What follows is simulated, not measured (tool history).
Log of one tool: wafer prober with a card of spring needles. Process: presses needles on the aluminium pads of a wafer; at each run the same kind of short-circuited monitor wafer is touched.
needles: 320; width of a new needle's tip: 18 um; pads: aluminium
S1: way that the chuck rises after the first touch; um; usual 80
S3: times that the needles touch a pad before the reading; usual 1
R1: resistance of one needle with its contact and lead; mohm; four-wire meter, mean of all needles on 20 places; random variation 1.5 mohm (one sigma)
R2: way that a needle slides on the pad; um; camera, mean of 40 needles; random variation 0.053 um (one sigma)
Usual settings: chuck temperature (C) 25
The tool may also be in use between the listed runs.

Run 1, day 0: usual settings. Result: R1 199 mohm, R2 12.52 um.
Run 2, day 0.479: usual settings but chuck temperature (C) 115. Result: R1 223 mohm, R2 12.66 um.
At day 0.588: tips cleaned on abrasive film.
Run 3, day 0.854: usual settings but chuck temperature (C) 115. Result: R1 188 mohm, R2 12.64 um.
Run 4, day 1.279: usual settings but chuck temperature (C) 115. Result: R1 211 mohm, R2 12.55 um.
Run 5, day 1.629: usual settings but chuck temperature (C) 115. Result: R1 221 mohm, R2 12.57 um.
At day 1.762: tips cleaned on abrasive film.
Run 6, day 2.008: usual settings but chuck temperature (C) 115. Result: R1 186 mohm, R2 12.49 um.
Run 7, day 2.425: usual settings but chuck temperature (C) 32. Result: R1 198 mohm, R2 12.59 um.
At day 2.929: tips cleaned on abrasive film.
Run 8, day 2.933: usual settings but S1 62 um. Result: R1 158 mohm, R2 9.78 um.
At day 2.992: height of the first contact set anew.
Run 9, day 3.342: usual settings but S1 62 um. Result: R1 215 mohm, R2 9.67 um.
Run 10, day 3.967: usual settings but S1 62 um. Result: R1 261 mohm, R2 9.72 um.
At day 4.138: tips cleaned on abrasive film.
Run 11, day 4.479: usual settings but S1 62 um. Result: R1 212 mohm, R2 9.62 um.
Run 12, day 5.079: usual settings but S1 100 um, chuck temperature (C) 29. Result: R1 185 mohm, R2 15.71 um.
At day 5.342: tips cleaned on abrasive film.
Run 13, day 5.533: usual settings but S1 100 um, chuck temperature (C) 29. Result: R1 156 mohm, R2 15.63 um.
Run 14, day 5.858: usual settings but S1 67 um, chuck temperature (C) 93. Result: R1 221 mohm, R2 10.49 um.
Run 15, day 6.229: usual settings but S1 96 um, S3 3. Result: R1 161 mohm, R2 15.01 um.
At day 6.508: tips cleaned on abrasive film.
At day 6.662: height of the first contact set anew, once more.
Run 16, day 6.692: usual settings but S1 96 um, S3 3. Result: R1 148 mohm, R2 15.21 um.
Run 17, day 7.108: usual settings but S1 97 um, chuck temperature (C) 36. Result: R1 178 mohm, R2 15.32 um.
Run 18, day 7.55: usual settings but S1 72 um, chuck temperature (C) 47. Result: R1 232 mohm, R2 11.39 um.
At day 7.692: tips cleaned on abrasive film.
Run 19, day 8.162: usual settings but S1 98 um, chuck temperature (C) 48, S3 3. Result: R1 154 mohm, R2 15.38 um.
Run 20, day 8.821: usual settings but S1 74 um. Result: R1 234 mohm, R2 11.69 um.
At day 8.858: tips cleaned on abrasive film.
Run 21, day 9.179: usual settings but S1 74 um. Result: R1 184 mohm, R2 11.74 um.

Forecast each of these 4 alternatives for the next run:
Run A, day 9.642: usual settings but S1 61 um, chuck temperature (C) 68. Result: R1 ?, R2 ?.
Run B, day 9.642: usual settings but S1 91 um, S3 2. Result: R1 ?, R2 ?.
Run C, day 9.642: usual settings but S1 77 um, chuck temperature (C) 55, S3 2. Result: R1 ?, R2 ?.
Run D, day 9.642: usual settings but S1 67 um, chuck temperature (C) 33. Result: R1 ?, R2 ?.

run   R1     R2
  A  251   9.67
  B  169  14.26
  C  188  12.16
  D  229  10.58
Without the tool's hidden state the same runs would have given:
run   R1     R2
  A  160   9.69
  B  142  14.28
  C  152  12.18
  D  149   10.6

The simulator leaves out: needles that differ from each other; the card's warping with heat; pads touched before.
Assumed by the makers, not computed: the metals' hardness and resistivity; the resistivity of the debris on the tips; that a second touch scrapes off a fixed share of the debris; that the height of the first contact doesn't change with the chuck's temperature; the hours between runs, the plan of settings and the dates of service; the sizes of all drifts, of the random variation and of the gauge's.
